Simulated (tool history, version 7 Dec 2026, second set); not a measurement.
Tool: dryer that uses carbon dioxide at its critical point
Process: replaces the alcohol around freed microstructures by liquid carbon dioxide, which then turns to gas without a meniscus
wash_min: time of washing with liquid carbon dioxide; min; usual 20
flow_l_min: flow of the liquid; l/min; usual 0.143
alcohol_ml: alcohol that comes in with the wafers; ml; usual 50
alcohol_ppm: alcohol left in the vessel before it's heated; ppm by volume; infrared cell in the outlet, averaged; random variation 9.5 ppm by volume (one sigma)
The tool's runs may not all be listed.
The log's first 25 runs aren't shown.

run,hour,wash_min,flow_l_min,alcohol_ml,hours of work since the filter was changed,hours of work since the purifier's bed was changed,alcohol_ppm
26,1080.2,22,0.121,29,347,24,788
27,1144.9,20,0.107,31,384,60,2059
28,1181.9,20,0.107,31,405,81,2161
# hour 1212.6: inlet filter changed
29,1244.8,20,0.107,31,18,117,1385
30,1305.4,20,0.130,72,53,151,1478
31,1372.9,20,0.173,50,91,190,314
32,1437.6,20,0.113,71,128,227,2886
33,1505.9,20,0.199,28,167,266,163
34,1539.9,20,0.199,28,187,285,186
35,1591.5,17,0.199,39,216,314,389
36,1656.1,17,0.199,39,253,351,428
37,1703.8,17,0.199,39,280,378,467
38,1764.1,20,0.219,71,314,413,281
39,1820.6,20,0.219,71,346,445,299
40,1858.3,20,0.101,71,368,466,5717

Forecast each of these 4 alternatives for the next run:
A,1897.7,17,0.108,28,390,489,?
B,1897.7,32,0.143,58,390,489,?
C,1897.7,20,0.215,105,390,489,?
D,1897.7,24,0.090,71,390,489,?

run,alcohol_ppm
A,3304
B,269
C,447
D,4876
Without the tool's hidden state the same runs would have given:
run,alcohol_ppm
A,1968
B,28
C,97
D,2731
